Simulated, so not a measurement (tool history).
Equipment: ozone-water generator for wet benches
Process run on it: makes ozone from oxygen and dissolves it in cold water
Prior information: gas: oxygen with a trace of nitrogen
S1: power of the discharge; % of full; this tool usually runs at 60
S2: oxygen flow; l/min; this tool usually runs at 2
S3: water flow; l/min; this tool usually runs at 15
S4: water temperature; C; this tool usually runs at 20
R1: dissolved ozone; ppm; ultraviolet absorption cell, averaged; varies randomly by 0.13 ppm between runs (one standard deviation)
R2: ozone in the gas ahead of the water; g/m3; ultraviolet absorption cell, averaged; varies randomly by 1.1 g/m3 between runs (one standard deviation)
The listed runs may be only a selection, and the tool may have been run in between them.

run	day	S1	S2	S3	S4	R1	R2
1	0	60	2	15	20	14.5	189.5
2	3.3	60	2	15	20	14.8	189.1
3	5.05	60	2	15	20	14.7	187.3
4	6.708	60	2	15	20	14.6	188
5	8.304	60	2	15	20	14.7	188.3
6	10.558	60	2	15	20	14.5	187.4
7	13.875	60	2	15	20	14.6	185.5
8	17.233	60	2	15	13	15.8	187
9	19.629	60	2	15	13	15.4	186.5
10	22.608	60	2	15	20	14.7	185.4
11	26.058	60	2	15	20	14.6	186.2
12	28.25	60	2	15	20	14.3	185
13	30.671	60	2	15	20	14.6	184.5
14	32.938	60	2	21	20	10.5	183.7
15	35.725	60	2	21	20	10.6	182.8
# day 38.112: gauge calibrated
16	39.096	60	2	21	20	10.9	187.7
17	41.683	60	2	15	20	14.6	188.4
18	43.442	88	2.28	9	15	34.3	258.2
19	45.983	60	2	15	22	14.4	187
20	48.488	52	2.31	13	21	15.2	157.5
21	51.392	49	1.5	15	20	11.2	169.3
22	54.55	89	2	15	18	21.3	265.4
23	57.246	65	2.17	12	12	21.2	197.1
24	59.612	60	2	11	17	19.7	186.1
25	62.296	48	1.44	10	14	15.6	167.5
26	63.912	48	1.2	10	16	14.6	178.6
27	66.271	48	1.2	10	16	14.3	178.1
28	69.55	93	3.14	15	16	26.1	235.7
29	72.571	61	2	24	20	9.7	185.1
30	75.788	61	1.19	13	20	13.3	215.6
31	78.192	61	1.19	13	20	13.7	220.2
32	81.162	51	2.55	15	20	13.8	146.9
33	83.25	60	2	14	15	16.3	184.3

Predict each of these 3 candidate next runs independently; none follows another, all start after run 33:
A	85.733	60	2	15	16	?	?
B	85.733	60	2.43	15	23	?	?
C	85.733	60	2	10	19	?	?

run	R1	R2
A	15.4	180.8
B	15.1	170.9
C	20.7	182.5
Had the tool no hidden state, the same runs would have come out as:
run	R1	R2
A	15.4	187.7
B	15.1	177.4
C	20.7	189.5
